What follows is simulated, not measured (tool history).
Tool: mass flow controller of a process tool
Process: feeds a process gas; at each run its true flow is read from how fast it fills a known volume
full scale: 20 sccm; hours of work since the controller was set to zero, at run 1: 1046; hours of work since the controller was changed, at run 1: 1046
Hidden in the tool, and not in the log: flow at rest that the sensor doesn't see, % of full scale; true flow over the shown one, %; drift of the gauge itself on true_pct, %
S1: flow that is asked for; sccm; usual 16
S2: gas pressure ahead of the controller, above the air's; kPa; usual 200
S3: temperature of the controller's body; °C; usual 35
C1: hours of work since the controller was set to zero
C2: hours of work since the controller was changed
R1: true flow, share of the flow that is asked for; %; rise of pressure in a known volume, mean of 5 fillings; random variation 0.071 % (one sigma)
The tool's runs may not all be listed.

Run 1, hour 0.0: usual settings; C1 1046; C2 1046. Result: R1 100.08 %.
Run 2, hour 184.2: usual settings; C1 1149; C2 1149. Result: R1 100.01 %.
Run 3, hour 471.2: usual settings; C1 1310; C2 1310. Result: R1 99.92 %.
Run 4, hour 644.3: usual settings; C1 1407; C2 1407. Result: R1 99.86 %.
Run 5, hour 858.2: usual settings; C1 1526; C2 1526. Result: R1 99.68 %.
Run 6, hour 1144.3: usual settings but S1 5 sccm; C1 1686; C2 1686. Result: R1 98.01 %.
Run 7, hour 1316.4: usual settings but S2 226 kPa; C1 1782; C2 1782. Result: R1 99.44 %.
Run 8, hour 1538.7: usual settings but S2 226 kPa; C1 1907; C2 1907. Result: R1 99.27 %.
Run 9, hour 1822.5: usual settings; C1 2065; C2 2065. Result: R1 99.28 %.
Run 10, hour 2063.7: usual settings; C1 2200; C2 2200. Result: R1 99.01 %.
Run 11, hour 2343.3: usual settings; C1 2356; C2 2356. Result: R1 98.89 %.
Run 12, hour 2629.7: usual settings but S2 197 kPa; C1 2516; C2 2516. Result: R1 98.67 %.
Run 13, hour 2855.1: usual settings but S1 8 sccm, S2 277 kPa; C1 2642; C2 2642. Result: R1 97.40 %.
Run 14, hour 3037.0: usual settings but S1 8 sccm, S2 277 kPa; C1 2744; C2 2744. Result: R1 97.09 %.
Run 15, hour 3172.9: usual settings but S1 6 sccm, S2 161 kPa, S3 34 °C; C1 2820; C2 2820. Result: R1 97.19 %.
Run 16, hour 3438.7: usual settings but S1 6 sccm, S2 161 kPa, S3 34 °C; C1 2969; C2 2969. Result: R1 97.07 %.
Run 17, hour 3699.3: usual settings but S1 3 sccm, S2 233 kPa, S3 34 °C; C1 3114; C2 3114. Result: R1 96.04 %.
Run 18, hour 3855.5: usual settings but S1 4 sccm, S2 150 kPa, S3 23 °C; C1 3202; C2 3202. Result: R1 95.78 %.
Run 19, hour 4131.0: usual settings but S1 4 sccm, S2 150 kPa, S3 23 °C; C1 3356; C2 3356. Result: R1 95.58 %.
Run 20, hour 4322.2: usual settings but S1 10 sccm, S2 160 kPa, S3 25 °C; C1 3462; C2 3462. Result: R1 96.62 %.
Run 21, hour 4442.9: usual settings but S1 19 sccm, S2 160 kPa, S3 25 °C; C1 3530; C2 3530. Result: R1 97.67 %.

Forecast each of these 4 alternatives for the next run:
At hour 4558.4: gauge calibrated.
Run A, hour 4606.5: usual settings but S1 4 sccm, S2 239 kPa, S3 27 °C; C1 3621; C2 3621. Result: R1 ?.
At hour 4558.4: gauge calibrated.
Run B, hour 4606.5: usual settings but S1 7 sccm, S2 154 kPa, S3 25 °C; C1 3621; C2 3621. Result: R1 ?.
At hour 4558.4: gauge calibrated.
Run C, hour 4606.5: usual settings but S1 2 sccm, S2 154 kPa, S3 30 °C; C1 3621; C2 3621. Result: R1 ?.
At hour 4558.4: gauge calibrated.
Run D, hour 4606.5: usual settings but S1 19 sccm, S2 154 kPa, S3 31 °C; C1 3621; C2 3621. Result: R1 ?.

run      R1
  A   97.77
  B   98.26
  C   97.90
  D  100.37
Without the tool's hidden state the same runs would have given:
run      R1
  A   97.77
  B   98.27
  C   97.90
  D  100.39

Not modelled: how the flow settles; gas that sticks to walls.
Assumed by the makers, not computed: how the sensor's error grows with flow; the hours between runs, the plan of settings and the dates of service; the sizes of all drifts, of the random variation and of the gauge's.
